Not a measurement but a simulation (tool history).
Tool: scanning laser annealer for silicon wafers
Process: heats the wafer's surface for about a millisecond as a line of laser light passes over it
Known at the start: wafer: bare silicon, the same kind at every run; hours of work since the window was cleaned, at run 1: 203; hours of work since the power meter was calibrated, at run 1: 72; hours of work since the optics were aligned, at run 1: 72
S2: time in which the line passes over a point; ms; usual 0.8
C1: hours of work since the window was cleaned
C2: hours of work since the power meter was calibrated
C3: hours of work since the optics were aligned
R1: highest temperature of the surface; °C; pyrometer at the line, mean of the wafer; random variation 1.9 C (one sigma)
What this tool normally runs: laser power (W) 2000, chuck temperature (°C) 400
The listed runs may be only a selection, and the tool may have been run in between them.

{"run": 1, "hour": 0.0, "laser power (W)": 2000, "S2": 0.8, "chuck temperature (°C)": 400, "C1": 203, "C2": 72, "C3": 72, "R1": 1227}
{"run": 2, "hour": 5.3, "laser power (W)": 2000, "S2": 0.8, "chuck temperature (°C)": 400, "C1": 206, "C2": 76, "C3": 76, "R1": 1228}
{"run": 3, "hour": 10.7, "laser power (W)": 2000, "S2": 0.8, "chuck temperature (°C)": 400, "C1": 210, "C2": 80, "C3": 80, "R1": 1229}
{"run": 4, "hour": 18.8, "laser power (W)": 2000, "S2": 0.8, "chuck temperature (°C)": 400, "C1": 216, "C2": 86, "C3": 86, "R1": 1226}
{"run": 5, "hour": 26.0, "laser power (W)": 2000, "S2": 0.8, "chuck temperature (°C)": 400, "C1": 222, "C2": 91, "C3": 91, "R1": 1228}
{"run": 6, "hour": 31.9, "laser power (W)": 1713, "S2": 0.8, "chuck temperature (°C)": 400, "C1": 226, "C2": 96, "C3": 96, "R1": 1082}
{"run": 7, "hour": 39.3, "laser power (W)": 1713, "S2": 0.8, "chuck temperature (°C)": 400, "C1": 231, "C2": 101, "C3": 101, "R1": 1088}

Run 8, settings as shown, results not yet in. Your forecast:
{"run": 8, "hour": 47.2, "laser power (W)": 1966, "S2": 0.759, "chuck temperature (°C)": 397, "C1": 237, "C2": 107, "C3": 107, "R1": "?"}

{"run 8": {"R1": 1185}}
On a tool with no hidden condition, and with the same random variation, this run would have come out at R1 1185 °C.
